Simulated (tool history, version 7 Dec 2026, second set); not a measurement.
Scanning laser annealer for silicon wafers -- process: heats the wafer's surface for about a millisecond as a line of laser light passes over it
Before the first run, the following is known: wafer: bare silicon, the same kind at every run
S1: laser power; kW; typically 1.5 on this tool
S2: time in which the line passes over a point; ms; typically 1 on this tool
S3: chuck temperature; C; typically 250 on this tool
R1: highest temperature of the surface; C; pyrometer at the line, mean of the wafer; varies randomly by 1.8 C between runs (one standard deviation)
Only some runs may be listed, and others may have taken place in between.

run,hour,S1,S2,S3,R1
1,0,1.5,1,250,1027
2,40.4,1.496,1,250,1027
3,76.1,1.5,1,250,1029
4,125.5,1.5,1,250,1028
5,156.6,1.5,1,250,1027
6,216.6,1.5,1,250,1027
7,263.8,1.5,1,250,1025
8,295.8,1.5,1,250,1032
9,339.2,1.5,1,228,1007
10,374,1.5,1,234,1014
11,405.7,1.5,1,234,1012
12,454,1.5,1,230,1006
13,488.7,1.5,1,250,1030
14,532.2,1.5,1,250,1027
15,567.3,1.316,1,264,949
16,617.3,1.316,1,264,950
17,668.3,1.591,0.87,262,1024
18,713.9,1.508,0.87,218,943
19,772.3,1.508,0.87,218,937
20,817,1.508,0.87,218,937
21,869.2,1.504,0.73,266,915
22,909.2,1.5,0.95,222,977
23,953.9,1.5,0.95,222,978
24,1010.8,1.346,0.86,275,916
25,1065.2,1.346,0.86,275,913
26,1107,1.346,0.87,275,922
27,1131.2,1.5,1,286,1066
28,1169.9,1.319,1.03,263,964

Not shown here: 3 entries made in the log between runs. Locate each between two listed runs and compare the hidden state at the listed run before it with the hidden state at the listed run after it:
Runs 1 to 2: window over the wafer cleaned (hour 36.3)
  light that passes the window, % of a clean one's: 99.87 -> 100
Runs 6 to 7: optics aligned, line set to its width (hour 233.2)
  light that passes the window, % of a clean one's: 99.98 -> 99.97; width of the line over the set one, %: 0.04 -> 0
Runs 25 to 26: window over the wafer cleaned (hour 1096)
  light that passes the window, % of a clean one's: 99.87 -> 100; laser's true power over the reading, %: 0.03 -> 0.04

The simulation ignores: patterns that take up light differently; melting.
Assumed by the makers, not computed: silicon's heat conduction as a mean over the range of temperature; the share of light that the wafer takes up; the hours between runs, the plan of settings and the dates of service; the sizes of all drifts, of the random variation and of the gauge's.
